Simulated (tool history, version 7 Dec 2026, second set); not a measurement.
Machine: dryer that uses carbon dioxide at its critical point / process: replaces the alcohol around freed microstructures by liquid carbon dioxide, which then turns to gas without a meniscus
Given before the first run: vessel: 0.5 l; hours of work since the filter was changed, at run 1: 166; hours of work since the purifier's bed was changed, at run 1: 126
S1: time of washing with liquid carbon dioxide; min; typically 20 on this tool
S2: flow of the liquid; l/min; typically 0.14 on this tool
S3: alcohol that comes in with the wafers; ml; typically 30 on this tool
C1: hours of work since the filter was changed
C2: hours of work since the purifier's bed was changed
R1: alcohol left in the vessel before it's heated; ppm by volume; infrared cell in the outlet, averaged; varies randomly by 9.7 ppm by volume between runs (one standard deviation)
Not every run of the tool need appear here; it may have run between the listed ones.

run   hour  S1     S2  S3   C1   C2    R1
  1      0  20   0.14  30  166  126   696
  2   26.8  20  0.098  30  174  134  2857
  3   59.6  20  0.098  30  184  144  2847
  4   96.8  12  0.098  30  195  156  9628
  5  127.2  12  0.098  30  204  165  9799
  6  149.9  21   0.14  30  211  172   587
  7  169.9  21   0.14  30  217  178   597
  8  201.4  20   0.14  30  227  187   728
  9    230  20   0.14  30  236  196   742
 10  267.2  19   0.14  30  247  208   949
 11  301.5  20   0.14  30  258  218   772
 12    342  20   0.14  30  270  230   787
 13  375.2  20   0.14  30  280  241   796
 14  403.6  20   0.14  30  289  249   790
 15  444.5  20  0.088  30  301  262  4450
 16  479.6  20  0.088  30  312  272  4320
 17  518.8  20   0.14  64  324  284  1750
 18  546.6  20   0.14  64  332  293  1751
 19  594.6  20   0.14  64  347  308  1786
 20  635.4  20   0.14  64  359  320  1785
 21  677.5  22  0.167  62  372  333   473
 22  711.9  20  0.128  26  383  343  1131
 23    732  20   0.14  45  389  349  1316

Estimate the outcome of run 24 from the log above:
 24  754.6  20  0.14  45  396  356   ?

Run 24 came out at R1 1362 ppm by volume.
Minus the tool's unlogged condition, the same run would have read R1 847 ppm by volume.
